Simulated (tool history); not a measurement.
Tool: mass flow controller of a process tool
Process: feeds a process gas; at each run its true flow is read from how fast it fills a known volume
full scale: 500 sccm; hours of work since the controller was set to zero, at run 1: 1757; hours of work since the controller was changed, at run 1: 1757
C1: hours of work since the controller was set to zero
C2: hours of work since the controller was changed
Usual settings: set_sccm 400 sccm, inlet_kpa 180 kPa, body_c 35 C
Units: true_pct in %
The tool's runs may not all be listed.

Run 1, hour 0: usual settings; C1 1757; C2 1757. Result: true_pct 99.15 %.
Run 2, hour 54: usual settings but inlet_kpa 194 kPa; C1 1800; C2 1800. Result: true_pct 99.13 %.
Run 3, hour 132.2: usual settings but inlet_kpa 194 kPa; C1 1862; C2 1862. Result: true_pct 99.18 %.
Run 4, hour 187.6: usual settings but set_sccm 292 sccm; C1 1905; C2 1905. Result: true_pct 98.64 %.
Run 5, hour 240.2: usual settings but body_c 24 C; C1 1947; C2 1947. Result: true_pct 99.91 %.
Run 6, hour 276.8: usual settings but body_c 24 C; C1 1976; C2 1976. Result: true_pct 99.69 %.
Run 7, hour 352.7: usual settings but body_c 24 C; C1 2035; C2 2035. Result: true_pct 99.78 %.
Run 8, hour 398.7: usual settings but set_sccm 271 sccm; C1 2072; C2 2072. Result: true_pct 98.35 %.
Run 9, hour 445.8: usual settings but body_c 26 C; C1 2109; C2 2109. Result: true_pct 99.73 %.
Run 10, hour 479.8: usual settings but body_c 23 C; C1 2136; C2 2136. Result: true_pct 99.89 %.
Run 11, hour 521.3: usual settings but body_c 23 C; C1 2168; C2 2168. Result: true_pct 99.82 %.
Run 12, hour 582.8: usual settings but body_c 23 C; C1 2217; C2 2217. Result: true_pct 99.92 %.
Run 13, hour 633.2: usual settings but body_c 23 C; C1 2257; C2 2257. Result: true_pct 99.95 %.
Run 14, hour 686.2: usual settings but body_c 23 C; C1 2298; C2 2298. Result: true_pct 99.9 %.
Run 15, hour 719.9: usual settings; C1 2325; C2 2325. Result: true_pct 99.28 %.
Run 16, hour 778.5: usual settings; C1 2371; C2 2371. Result: true_pct 99.26 %.
Run 17, hour 828.4: usual settings but body_c 27 C; C1 2411; C2 2411. Result: true_pct 99.79 %.
Run 18, hour 865.9: usual settings but body_c 27 C; C1 2440; C2 2440. Result: true_pct 99.66 %.
Run 19, hour 918.4: usual settings but body_c 27 C; C1 2482; C2 2482. Result: true_pct 99.76 %.
Run 20, hour 957.5: usual settings but body_c 27 C; C1 2512; C2 2512. Result: true_pct 99.83 %.
Run 21, hour 1006.1: usual settings but body_c 27 C; C1 2551; C2 2551. Result: true_pct 99.69 %.
Run 22, hour 1081.9: usual settings but set_sccm 209 sccm, body_c 27 C; C1 2610; C2 2610. Result: true_pct 98.57 %.
Run 23, hour 1115.7: usual settings but set_sccm 209 sccm, body_c 27 C; C1 2637; C2 2637. Result: true_pct 98.69 %.
Run 24, hour 1187.6: usual settings but set_sccm 209 sccm, body_c 27 C; C1 2694; C2 2694. Result: true_pct 98.74 %.
Run 25, hour 1237.7: usual settings but set_sccm 134 sccm, inlet_kpa 188 kPa; C1 2733; C2 2733. Result: true_pct 97.55 %.
Run 26, hour 1312.9: usual settings but set_sccm 187 sccm, inlet_kpa 218 kPa; C1 2793; C2 2793. Result: true_pct 98.3 %.
Run 27, hour 1357.8: usual settings but set_sccm 187 sccm, inlet_kpa 218 kPa; C1 2828; C2 2828. Result: true_pct 98.18 %.
Run 28, hour 1409: usual settings but set_sccm 295 sccm, body_c 24 C; C1 2868; C2 2868. Result: true_pct 99.42 %.
Run 29, hour 1442.6: usual settings but set_sccm 225 sccm, body_c 26 C; C1 2895; C2 2895. Result: true_pct 98.9 %.
Run 30, hour 1486.2: usual settings but body_c 38 C; C1 2929; C2 2929. Result: true_pct 99.12 %.
Run 31, hour 1524.6: usual settings but set_sccm 88 sccm, inlet_kpa 239 kPa, body_c 22 C; C1 2960; C2 2960. Result: true_pct 97.76 %.
Run 32, hour 1563: usual settings but set_sccm 88 sccm, inlet_kpa 239 kPa, body_c 22 C; C1 2990; C2 2990. Result: true_pct 97.96 %.
Run 33, hour 1619.9: usual settings but set_sccm 86 sccm, inlet_kpa 241 kPa, body_c 22 C; C1 3035; C2 3035. Result: true_pct 97.82 %.
Run 34, hour 1693.5: usual settings but set_sccm 86 sccm, inlet_kpa 248 kPa, body_c 22 C; C1 3093; C2 3093. Result: true_pct 97.84 %.
Run 35, hour 1735.6: usual settings but set_sccm 88 sccm, inlet_kpa 211 kPa, body_c 22 C; C1 3126; C2 3126. Result: true_pct 97.63 %.
Run 36, hour 1804: usual settings but set_sccm 88 sccm, inlet_kpa 211 kPa, body_c 22 C; C1 3180; C2 3180. Result: true_pct 97.73 %.
Run 37, hour 1865.2: usual settings but set_sccm 88 sccm, inlet_kpa 211 kPa, body_c 22 C; C1 3228; C2 3228. Result: true_pct 97.79 %.
Run 38, hour 1943.9: usual settings but set_sccm 410 sccm, inlet_kpa 205 kPa, body_c 27 C; C1 3290; C2 3290. Result: true_pct 100.07 %.
Run 39, hour 1982.6: usual settings but set_sccm 99 sccm, inlet_kpa 149 kPa, body_c 20 C; C1 3321; C2 3321. Result: true_pct 97.84 %.
Run 40, hour 2016.1: usual settings but set_sccm 81 sccm, inlet_kpa 149 kPa, body_c 20 C; C1 3347; C2 3347. Result: true_pct 97.45 %.
Run 41, hour 2064.5: usual settings but set_sccm 498 sccm, inlet_kpa 249 kPa, body_c 27 C; C1 3385; C2 3385. Result: true_pct 100.7 %.
Run 42, hour 2114: usual settings but inlet_kpa 242 kPa, body_c 32 C; C1 3424; C2 3424. Result: true_pct 99.78 %.
Run 43, hour 2190.2: usual settings but set_sccm 327 sccm; C1 3484; C2 3484. Result: true_pct 99.24 %.
Run 44, hour 2237.8: usual settings but inlet_kpa 161 kPa, body_c 30 C; C1 3522; C2 3522. Result: true_pct 99.69 %.
Run 45, hour 2301.3: usual settings but set_sccm 316 sccm, inlet_kpa 227 kPa; C1 3572; C2 3572. Result: true_pct 99.13 %.
Run 46, hour 2364.9: usual settings but set_sccm 316 sccm, inlet_kpa 227 kPa, body_c 36 C; C1 3622; C2 3622. Result: true_pct 99.11 %.

The same runs without the tool's hidden state, with the same run-to-run variation:
The hidden state here: flow at rest that the sensor doesn't see, % of full scale; true flow over the shown one, %; drift of the gauge itself on true_pct, %.
run  true_pct
  1     98.97
  2     98.94
  3     98.97
  4      98.5
  5     99.69
  6     99.47
  7     99.54
  8     98.19
  9     99.47
 10     99.62
 11     99.54
 12     99.63
 13     99.65
 14     99.59
 15     98.97
 16     98.94
 17     99.46
 18     99.32
 19     99.42
 20     99.48
 21     99.33
 22     98.43
 23     98.54
 24     98.58
 25     97.67
 26     98.19
 27     98.06
 28     99.09
 29     98.67
 30     98.67
 31     98.33
 32     98.53
 33     98.43
 34     98.45
 35     98.21
 36     98.32
 37     98.38
 38     99.52
 39     98.28
 40     98.18
 41    100.07
 42     99.21
 43     98.73
 44      99.1
 45     98.62
 46     98.59
